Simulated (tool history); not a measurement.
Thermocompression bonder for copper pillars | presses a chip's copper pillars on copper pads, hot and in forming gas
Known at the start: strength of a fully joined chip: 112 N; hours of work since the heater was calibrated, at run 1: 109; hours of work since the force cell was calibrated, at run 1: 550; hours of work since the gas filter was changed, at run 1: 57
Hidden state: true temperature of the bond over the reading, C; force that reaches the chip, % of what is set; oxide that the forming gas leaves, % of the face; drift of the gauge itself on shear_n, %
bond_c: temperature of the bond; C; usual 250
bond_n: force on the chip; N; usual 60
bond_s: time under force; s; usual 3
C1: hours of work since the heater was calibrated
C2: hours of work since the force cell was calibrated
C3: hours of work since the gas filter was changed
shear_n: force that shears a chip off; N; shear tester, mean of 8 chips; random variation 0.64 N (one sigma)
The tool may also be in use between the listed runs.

{"run": 1, "hour": 0.0, "bond_c": 250, "bond_n": 60, "bond_s": 3, "C1": 109, "C2": 550, "C3": 57, "shear_n": 40.7}
{"run": 2, "hour": 18.8, "bond_c": 250, "bond_n": 60, "bond_s": 3, "C1": 119, "C2": 560, "C3": 68, "shear_n": 41.6}
{"run": 3, "hour": 39.0, "bond_c": 250, "bond_n": 60, "bond_s": 3, "C1": 130, "C2": 571, "C3": 79, "shear_n": 39.6}
{"run": 4, "hour": 54.8, "bond_c": 250, "bond_n": 60, "bond_s": 3, "C1": 139, "C2": 580, "C3": 87, "shear_n": 39.4}
{"run": 5, "hour": 66.9, "bond_c": 250, "bond_n": 60, "bond_s": 3, "C1": 146, "C2": 586, "C3": 94, "shear_n": 40.1}
{"run": 6, "hour": 83.3, "bond_c": 250, "bond_n": 60, "bond_s": 3, "C1": 155, "C2": 595, "C3": 103, "shear_n": 40.3}
{"run": 7, "hour": 99.6, "bond_c": 250, "bond_n": 60, "bond_s": 3, "C1": 163, "C2": 604, "C3": 112, "shear_n": 40.7}
{"run": 8, "hour": 123.4, "bond_c": 250, "bond_n": 60, "bond_s": 3, "C1": 176, "C2": 617, "C3": 125, "shear_n": 40}
{"run": 9, "hour": 150.6, "bond_c": 250, "bond_n": 60, "bond_s": 3, "C1": 191, "C2": 632, "C3": 140, "shear_n": 40.1}
{"run": 10, "hour": 165.8, "bond_c": 250, "bond_n": 60, "bond_s": 3, "C1": 200, "C2": 640, "C3": 148, "shear_n": 38.7}
{"run": 11, "hour": 194.7, "bond_c": 250, "bond_n": 60, "bond_s": 3, "C1": 215, "C2": 656, "C3": 164, "shear_n": 40}
{"run": 12, "hour": 214.6, "bond_c": 250, "bond_n": 60, "bond_s": 3, "C1": 226, "C2": 667, "C3": 175, "shear_n": 39}
{"run": 13, "hour": 234.3, "bond_c": 250, "bond_n": 60, "bond_s": 3, "C1": 237, "C2": 678, "C3": 186, "shear_n": 39.7}
{"run": 14, "hour": 256.2, "bond_c": 250, "bond_n": 60, "bond_s": 3, "C1": 249, "C2": 690, "C3": 198, "shear_n": 40.1}
{"run": 15, "hour": 278.8, "bond_c": 250, "bond_n": 60, "bond_s": 3, "C1": 261, "C2": 702, "C3": 210, "shear_n": 39.9}
{"run": 16, "hour": 304.7, "bond_c": 250, "bond_n": 60, "bond_s": 3, "C1": 276, "C2": 716, "C3": 224, "shear_n": 39}
{"run": 17, "hour": 325.2, "bond_c": 250, "bond_n": 60, "bond_s": 3, "C1": 287, "C2": 728, "C3": 235, "shear_n": 39.5}
{"hour": 328.0, "done": "forming gas filter changed"}
{"run": 18, "hour": 343.6, "bond_c": 250, "bond_n": 60, "bond_s": 3, "C1": 297, "C2": 737, "C3": 9, "shear_n": 41.2}
{"run": 19, "hour": 362.2, "bond_c": 237, "bond_n": 69, "bond_s": 3, "C1": 307, "C2": 747, "C3": 19, "shear_n": 40.5}
{"run": 20, "hour": 377.2, "bond_c": 237, "bond_n": 69, "bond_s": 3, "C1": 315, "C2": 756, "C3": 27, "shear_n": 41.4}
{"run": 21, "hour": 390.8, "bond_c": 237, "bond_n": 88, "bond_s": 2, "C1": 322, "C2": 763, "C3": 34, "shear_n": 43.6}
{"hour": 394.2, "done": "heater calibrated with a thermocouple chip"}
{"run": 22, "hour": 412.1, "bond_c": 264, "bond_n": 60, "bond_s": 3, "C1": 10, "C2": 774, "C3": 45, "shear_n": 53.1}
{"run": 23, "hour": 434.4, "bond_c": 272, "bond_n": 60, "bond_s": 3, "C1": 22, "C2": 786, "C3": 57, "shear_n": 57.1}
{"run": 24, "hour": 452.7, "bond_c": 250, "bond_n": 87, "bond_s": 3, "C1": 32, "C2": 796, "C3": 67, "shear_n": 59.9}
{"run": 25, "hour": 474.4, "bond_c": 278, "bond_n": 82, "bond_s": 8, "C1": 44, "C2": 808, "C3": 79, "shear_n": 93.6}
{"run": 26, "hour": 494.7, "bond_c": 264, "bond_n": 81, "bond_s": 4, "C1": 55, "C2": 819, "C3": 90, "shear_n": 70.6}
{"run": 27, "hour": 507.6, "bond_c": 225, "bond_n": 52, "bond_s": 3, "C1": 62, "C2": 826, "C3": 97, "shear_n": 25.4}
{"run": 28, "hour": 524.0, "bond_c": 225, "bond_n": 55, "bond_s": 7, "C1": 71, "C2": 835, "C3": 106, "shear_n": 37.9}
{"hour": 534.1, "done": "heater calibrated with a thermocouple chip, once more"}
{"run": 29, "hour": 555.0, "bond_c": 239, "bond_n": 37, "bond_s": 5, "C1": 11, "C2": 851, "C3": 122, "shear_n": 23.9}
{"run": 30, "hour": 570.2, "bond_c": 239, "bond_n": 37, "bond_s": 5, "C1": 20, "C2": 859, "C3": 130, "shear_n": 23.3}
{"run": 31, "hour": 585.7, "bond_c": 250, "bond_n": 39, "bond_s": 2, "C1": 28, "C2": 868, "C3": 139, "shear_n": 21.4}
{"run": 32, "hour": 606.7, "bond_c": 251, "bond_n": 39, "bond_s": 4, "C1": 40, "C2": 879, "C3": 150, "shear_n": 27.5}
{"run": 33, "hour": 630.0, "bond_c": 250, "bond_n": 56, "bond_s": 6, "C1": 52, "C2": 892, "C3": 163, "shear_n": 47.4}
{"run": 34, "hour": 655.1, "bond_c": 250, "bond_n": 56, "bond_s": 6, "C1": 66, "C2": 906, "C3": 177, "shear_n": 47.4}
{"run": 35, "hour": 675.1, "bond_c": 250, "bond_n": 46, "bond_s": 3, "C1": 77, "C2": 916, "C3": 188, "shear_n": 29.8}

Some steps in shear_n between neighbouring runs. How much of each would the tool show without its hidden state too (settings, what came in, random variation), and how much is left for the hidden state, with any gauge scatter that isn't in both results?
Run 17 -> 18: forming gas filter changed. shear_n +1.7 N: hidden state +2.7, all else -1.
Run 24 -> 25: bond_c 250 -> 278, bond_n 87 -> 82, bond_s 3 -> 8. shear_n +33.7 N: hidden state -2.2, all else +35.9.
Run 25 -> 26: bond_c 278 -> 264, bond_n 82 -> 81, bond_s 8 -> 4. shear_n -23 N: hidden state +1.6, all else -24.6.
Run 26 -> 27: bond_c 264 -> 225, bond_n 81 -> 52, bond_s 4 -> 3. shear_n -45.2 N: hidden state -0.9, all else -44.3.
Run 28 -> 29: bond_c 225 -> 239, bond_n 55 -> 37, bond_s 7 -> 5, heater calibrated with a thermocouple chip, once more. shear_n -14 N: hidden state -3.6, all else -10.4.

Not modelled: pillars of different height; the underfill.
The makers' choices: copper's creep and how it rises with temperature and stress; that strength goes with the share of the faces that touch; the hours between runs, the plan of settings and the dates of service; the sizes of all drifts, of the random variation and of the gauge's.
